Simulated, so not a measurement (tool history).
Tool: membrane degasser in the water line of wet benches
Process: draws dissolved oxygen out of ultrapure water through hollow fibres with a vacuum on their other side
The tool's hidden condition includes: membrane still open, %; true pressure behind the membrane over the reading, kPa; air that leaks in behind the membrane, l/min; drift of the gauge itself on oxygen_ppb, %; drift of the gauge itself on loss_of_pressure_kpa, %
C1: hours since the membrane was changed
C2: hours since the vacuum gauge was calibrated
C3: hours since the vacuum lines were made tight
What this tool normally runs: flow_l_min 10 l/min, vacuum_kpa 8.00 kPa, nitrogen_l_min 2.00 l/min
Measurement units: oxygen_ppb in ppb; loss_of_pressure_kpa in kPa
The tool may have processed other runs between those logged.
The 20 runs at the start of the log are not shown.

{"run": 21, "hour": 1502.2, "flow_l_min": 9, "vacuum_kpa": 8.0, "nitrogen_l_min": 2.0, "C1": 4510, "C2": 799, "C3": 1099, "oxygen_ppb": 56.4, "loss_of_pressure_kpa": 62.09}
{"run": 22, "hour": 1557.8, "flow_l_min": 8, "vacuum_kpa": 19.07, "nitrogen_l_min": 5.75, "C1": 4565, "C2": 855, "C3": 1154, "oxygen_ppb": 56.9, "loss_of_pressure_kpa": 55.08}
{"run": 23, "hour": 1607.6, "flow_l_min": 10, "vacuum_kpa": 8.0, "nitrogen_l_min": 1.96, "C1": 4615, "C2": 905, "C3": 1204, "oxygen_ppb": 63.8, "loss_of_pressure_kpa": 69.37}
{"run": 24, "hour": 1714.2, "flow_l_min": 9, "vacuum_kpa": 7.16, "nitrogen_l_min": 2.43, "C1": 4722, "C2": 1011, "C3": 1311, "oxygen_ppb": 39.4, "loss_of_pressure_kpa": 61.99}
{"run": 25, "hour": 1816.4, "flow_l_min": 9, "vacuum_kpa": 7.16, "nitrogen_l_min": 2.43, "C1": 4824, "C2": 1113, "C3": 1413, "oxygen_ppb": 38.8, "loss_of_pressure_kpa": 62.19}
{"run": 26, "hour": 1915.3, "flow_l_min": 10, "vacuum_kpa": 7.16, "nitrogen_l_min": 2.25, "C1": 4923, "C2": 1212, "C3": 1512, "oxygen_ppb": 47.3, "loss_of_pressure_kpa": 68.9}
{"run": 27, "hour": 2018.8, "flow_l_min": 10, "vacuum_kpa": 7.16, "nitrogen_l_min": 2.0, "C1": 5026, "C2": 1316, "C3": 1615, "oxygen_ppb": 52.5, "loss_of_pressure_kpa": 69.01}
{"run": 28, "hour": 2102.3, "flow_l_min": 10, "vacuum_kpa": 18.46, "nitrogen_l_min": 2.0, "C1": 5110, "C2": 1399, "C3": 1699, "oxygen_ppb": 187.7, "loss_of_pressure_kpa": 69.23}
{"run": 29, "hour": 2209.9, "flow_l_min": 14, "vacuum_kpa": 8.0, "nitrogen_l_min": 4.56, "C1": 5217, "C2": 1507, "C3": 1807, "oxygen_ppb": 47.5, "loss_of_pressure_kpa": 96.97}
{"run": 30, "hour": 2299.4, "flow_l_min": 14, "vacuum_kpa": 8.0, "nitrogen_l_min": 4.56, "C1": 5307, "C2": 1596, "C3": 1896, "oxygen_ppb": 48.8, "loss_of_pressure_kpa": 96.56}
{"run": 31, "hour": 2350.8, "flow_l_min": 11, "vacuum_kpa": 6.39, "nitrogen_l_min": 4.51, "C1": 5358, "C2": 1648, "C3": 1947, "oxygen_ppb": 24.9, "loss_of_pressure_kpa": 76.0}
{"run": 32, "hour": 2443.6, "flow_l_min": 11, "vacuum_kpa": 6.39, "nitrogen_l_min": 4.51, "C1": 5451, "C2": 1741, "C3": 2040, "oxygen_ppb": 25.4, "loss_of_pressure_kpa": 76.64}

Predict each of these 3 candidate next runs independently; none follows another, all start after run 32:
{"run": "A", "hour": 2514.8, "flow_l_min": 12, "vacuum_kpa": 13.1, "nitrogen_l_min": 2.98, "C1": 5522, "C2": 1812, "C3": 2111, "oxygen_ppb": "?", "loss_of_pressure_kpa": "?"}
{"run": "B", "hour": 2514.8, "flow_l_min": 10, "vacuum_kpa": 4.81, "nitrogen_l_min": 2.0, "C1": 5522, "C2": 1812, "C3": 2111, "oxygen_ppb": "?", "loss_of_pressure_kpa": "?"}
{"run": "C", "hour": 2514.8, "flow_l_min": 9, "vacuum_kpa": 13.93, "nitrogen_l_min": 1.26, "C1": 5522, "C2": 1812, "C3": 2111, "oxygen_ppb": "?", "loss_of_pressure_kpa": "?"}

run=A oxygen_ppb=104.2 loss_of_pressure_kpa=83.25
run=B oxygen_ppb=23.8 loss_of_pressure_kpa=69.64
run=C oxygen_ppb=184.1 loss_of_pressure_kpa=62.93
Stripped of hidden state, with their random variation kept, the same runs would have yielded:
run=A oxygen_ppb=104.2 loss_of_pressure_kpa=81.60
run=B oxygen_ppb=23.8 loss_of_pressure_kpa=68.25
run=C oxygen_ppb=184.1 loss_of_pressure_kpa=61.68
